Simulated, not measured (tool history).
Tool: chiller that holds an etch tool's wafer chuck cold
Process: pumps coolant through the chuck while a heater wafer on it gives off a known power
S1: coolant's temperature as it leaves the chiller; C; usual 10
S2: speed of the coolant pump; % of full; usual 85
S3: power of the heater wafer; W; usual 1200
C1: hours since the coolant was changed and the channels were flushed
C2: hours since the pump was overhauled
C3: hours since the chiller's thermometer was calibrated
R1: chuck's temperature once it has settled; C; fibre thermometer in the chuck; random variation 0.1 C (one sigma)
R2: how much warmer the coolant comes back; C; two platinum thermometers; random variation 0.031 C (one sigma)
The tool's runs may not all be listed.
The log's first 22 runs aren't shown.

run,hour,S1,S2,S3,C1,C2,C3,R1,R2
23,747.6,2,77,1128,510,1939,1344,10.1,2.55
24,787.6,8,77,1177,550,1979,1384,16.3,2.7
25,830.8,16,85,1417,593,2022,1427,25.2,2.84
26,860.4,7,96,1390,623,2051,1457,14.9,2.48
27,900.1,6,75,1434,663,2091,1496,16.3,3.29
28,944.7,10,87,1311,707,2136,1541,18.2,2.64
29,983.1,16,87,1447,746,2174,1579,25.3,2.83
30,1028.5,1,93,1542,791,2220,1625,10.1,2.81
31,1066.7,12,94,967,829,2258,1663,17.7,1.78
32,1091.8,10,94,1086,854,2283,1688,16.4,2

3 ways to go on from here, each from the tool as it stands after run 32. What would each give?
A,1119.2,16,65,1086,882,2310,1715,?,?
B,1119.2,5,70,1519,882,2310,1715,?,?
C,1119.2,15,85,1326,882,2310,1715,?,?

run,R1,R2
A,24.6,3.02
B,16.3,3.83
C,23.5,2.72
Without the tool's hidden state the same runs would have given:
run,R1,R2
A,24.6,3.02
B,16.3,3.83
C,23.5,2.72
